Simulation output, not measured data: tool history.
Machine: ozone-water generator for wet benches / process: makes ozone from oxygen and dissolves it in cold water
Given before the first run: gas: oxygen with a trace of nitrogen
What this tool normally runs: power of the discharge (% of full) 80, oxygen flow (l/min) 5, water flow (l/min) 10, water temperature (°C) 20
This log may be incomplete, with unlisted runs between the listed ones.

run,hour,power of the discharge (% of full),oxygen flow (l/min),water flow (l/min),water temperature (°C),dissolved ozone (ppm),ozone in the gas ahead of the water (g/m3)
1,0,80,5,10,20,25.1,245
2,130.3,80,5,10,20,25.3,240.5
3,193.8,80,5,10,13,28.7,241.1
4,253.5,80,5,10,20,25.1,241
5,312.4,80,5,10,20,24.7,241.6
6,410.4,80,5,10,20,24.8,241.2
7,489.5,80,5,10,20,24.9,239.2
8,551.8,80,5,10,20,24.3,241.4
9,687.5,80,5.22,10,20,24.5,232.4
10,786.3,80,5.22,10,20,24.1,230.9
11,920.2,80,5.22,10,20,24.3,231.3
12,1024.7,80,5.22,10,20,24,233
13,1155.3,80,5,10,20,24.3,237.6
14,1265.1,80,5,10,20,25.2,235.2
15,1370.1,80,5,10,20,25.4,236.8
16,1486.2,80,5,10,20,25.5,235.3
17,1541,80,5.23,16,20,16.2,228.4
18,1603.1,80,5,11,27,20.3,233.5
19,1681.2,80,5,11,17,24.4,232
20,1790.5,80,5,10,23,23.9,233.5
21,1912.6,80,5,10,23,23.6,233.9
22,2008.2,80,5,10,23,23.6,232.2
23,2106.3,80,5.62,6,23,32.4,214.5
24,2199.8,80,5.62,6,16,38.5,216
25,2256.6,80,5,11,20,22.8,232.5
26,2353.1,60,3.89,10,14,25.3,233.8
27,2445.6,95,3.89,10,22,27.3,288
28,2528.1,95,3.89,10,22,27.2,289.8
29,2657.8,50,4.67,16,20,12.8,190.2
30,2785.1,80,3.25,10,20,26.5,294.3
31,2916,95,7.62,10,20,23.2,191.2
32,2977.2,87,6.6,8,25,24.4,199

Not shown: 2 entries that the log had between the listed runs. Between which runs, and how does the tool's hidden state differ before and after?
Runs 13 to 14: contactor cleaned (hour 1223.8)
  yield of the discharge, % of new electrodes': 89.3 -> 89.1; contactor's efficiency, % of a clean one's: 91.6 -> 99.9
  the result without the hidden state subtracted from the measured one, dissolved ozone (ppm): -4.8 -> -3.4; ozone in the gas ahead of the water (g/m3): -30.5 -> -30.8
Runs 18 to 19: water thermometer calibrated (hour 1653.8)
  yield of the discharge, % of new electrodes': 88.4 -> 88.2; true water temperature over the reading, C: 0.13 -> -0.06
  the result without the hidden state subtracted from the measured one, dissolved ozone (ppm): -3 -> -3.7; ozone in the gas ahead of the water (g/m3): -33 -> -33.1
